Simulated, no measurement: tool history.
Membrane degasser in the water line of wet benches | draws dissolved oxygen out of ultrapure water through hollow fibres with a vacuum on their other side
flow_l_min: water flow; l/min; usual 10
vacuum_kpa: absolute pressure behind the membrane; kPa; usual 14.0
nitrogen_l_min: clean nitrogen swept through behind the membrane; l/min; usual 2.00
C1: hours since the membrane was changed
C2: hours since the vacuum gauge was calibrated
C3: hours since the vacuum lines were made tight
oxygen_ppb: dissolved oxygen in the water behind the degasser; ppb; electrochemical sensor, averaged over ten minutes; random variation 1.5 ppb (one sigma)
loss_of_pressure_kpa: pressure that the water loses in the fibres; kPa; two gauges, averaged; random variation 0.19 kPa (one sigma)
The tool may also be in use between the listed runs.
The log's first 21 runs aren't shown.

Run 22, hour 3267.6: usual settings but flow_l_min 6 l/min, vacuum_kpa 33.0 kPa; C1 3702; C2 1010; C3 3267. Result: oxygen_ppb 222.5 ppb, loss_of_pressure_kpa 22.25 kPa.
Run 23, hour 3395.1: usual settings but flow_l_min 6 l/min, vacuum_kpa 33.0 kPa; C1 3830; C2 1137; C3 3395. Result: oxygen_ppb 228.8 ppb, loss_of_pressure_kpa 22.35 kPa.
Run 24, hour 3496.0: usual settings but flow_l_min 6 l/min, vacuum_kpa 33.0 kPa; C1 3931; C2 1238; C3 3495. Result: oxygen_ppb 227.7 ppb, loss_of_pressure_kpa 22.44 kPa.
Run 25, hour 3595.1: usual settings but flow_l_min 16 l/min, vacuum_kpa 10.8 kPa; C1 4030; C2 1338; C3 3595. Result: oxygen_ppb 190.2 ppb, loss_of_pressure_kpa 60.33 kPa.
Run 26, hour 3714.1: usual settings but flow_l_min 16 l/min, vacuum_kpa 10.8 kPa; C1 4149; C2 1456; C3 3714. Result: oxygen_ppb 193.9 ppb, loss_of_pressure_kpa 59.95 kPa.
Run 27, hour 3828.4: usual settings but flow_l_min 16 l/min; C1 4263; C2 1571; C3 3828. Result: oxygen_ppb 250.9 ppb, loss_of_pressure_kpa 60.18 kPa.
Run 28, hour 4004.7: usual settings but flow_l_min 16 l/min, nitrogen_l_min 5.27 l/min; C1 4440; C2 1747; C3 4004. Result: oxygen_ppb 128.9 ppb, loss_of_pressure_kpa 60.21 kPa.
Run 29, hour 4169.4: usual settings but vacuum_kpa 24.7 kPa, nitrogen_l_min 5.53 l/min; C1 4604; C2 1912; C3 4169. Result: oxygen_ppb 116.9 ppb, loss_of_pressure_kpa 37.71 kPa.
Run 30, hour 4270.2: usual settings but flow_l_min 8 l/min, vacuum_kpa 10.9 kPa, nitrogen_l_min 5.53 l/min; C1 4705; C2 2013; C3 4270. Result: oxygen_ppb 42.1 ppb, loss_of_pressure_kpa 30.31 kPa.
Run 31, hour 4369.0: usual settings but flow_l_min 8 l/min, vacuum_kpa 10.9 kPa, nitrogen_l_min 5.53 l/min; C1 4804; C2 2111; C3 4368. Result: oxygen_ppb 41.8 ppb, loss_of_pressure_kpa 30.21 kPa.

Forecast each of these 4 alternatives for the next run:
Run A, hour 4536.9: usual settings but vacuum_kpa 10.6 kPa; C1 4972; C2 2279; C3 4536. Result: oxygen_ppb ?, loss_of_pressure_kpa ?.
Run B, hour 4536.9: usual settings but flow_l_min 8 l/min, vacuum_kpa 10.9 kPa, nitrogen_l_min 3.37 l/min; C1 4972; C2 2279; C3 4536. Result: oxygen_ppb ?, loss_of_pressure_kpa ?.
Run C, hour 4536.9: usual settings but vacuum_kpa 18.6 kPa; C1 4972; C2 2279; C3 4536. Result: oxygen_ppb ?, loss_of_pressure_kpa ?.
Run D, hour 4536.9: usual settings but flow_l_min 12 l/min, vacuum_kpa 9.6 kPa, nitrogen_l_min 1.54 l/min; C1 4972; C2 2279; C3 4536. Result: oxygen_ppb ?, loss_of_pressure_kpa ?.

run  oxygen_ppb  loss_of_pressure_kpa
  A       108.6                 37.84
  B        59.5                 30.21
  C       203.6                 37.87
  D       151.4                 45.28
Without the tool's hidden state the same runs would have given:
run  oxygen_ppb  loss_of_pressure_kpa
  A       108.6                 36.95
  B        59.5                 29.50
  C       203.5                 36.98
  D       151.3                 44.21
